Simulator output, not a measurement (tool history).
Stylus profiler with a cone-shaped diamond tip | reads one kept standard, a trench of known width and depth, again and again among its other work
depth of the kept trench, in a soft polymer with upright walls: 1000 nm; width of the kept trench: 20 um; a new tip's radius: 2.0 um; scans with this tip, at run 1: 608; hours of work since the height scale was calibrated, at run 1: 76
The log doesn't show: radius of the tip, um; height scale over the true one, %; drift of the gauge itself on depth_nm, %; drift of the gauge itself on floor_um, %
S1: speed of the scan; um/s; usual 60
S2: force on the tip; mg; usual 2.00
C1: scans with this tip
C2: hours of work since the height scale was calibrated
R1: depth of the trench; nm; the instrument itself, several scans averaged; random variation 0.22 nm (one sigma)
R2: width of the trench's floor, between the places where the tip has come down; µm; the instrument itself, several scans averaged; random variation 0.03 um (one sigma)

run	hour	S1	S2	C1	C2	R1	R2
1	0.0	60	2.00	608	76	1007.43	16.05
2	9.8	124	2.00	649	81	1007.36	15.64
3	27.0	124	2.00	720	90	1007.69	15.60
4	47.3	46	2.00	805	101	1008.01	16.14
5	66.6	57	2.00	885	111	1008.02	16.03
6	86.7	57	3.23	969	121	1010.46	16.08
7	107.5	57	3.23	1055	132	1010.55	16.06
8	131.3	57	3.23	1155	145	1010.57	16.06
9	142.6	110	0.81	1202	150	1004.82	15.19
10	155.3	70	5.60	1254	157	1015.23	16.11
11	176.3	63	3.14	1342	168	1010.63	15.99
12	196.7	63	3.14	1427	179	1010.60	15.98
13	219.0	63	3.14	1519	190	1010.82	15.95
14	233.2	161	1.34	1578	198	1006.80	14.91

Forecast run 15:
15	244.4	60	2.02	1625	203	?	?

{"run 15": {"R1": 1008.28, "R2": 15.95}}
Without the tool's hidden state the same run would have given R1 1007.30 nm, R2 16.15 µm.
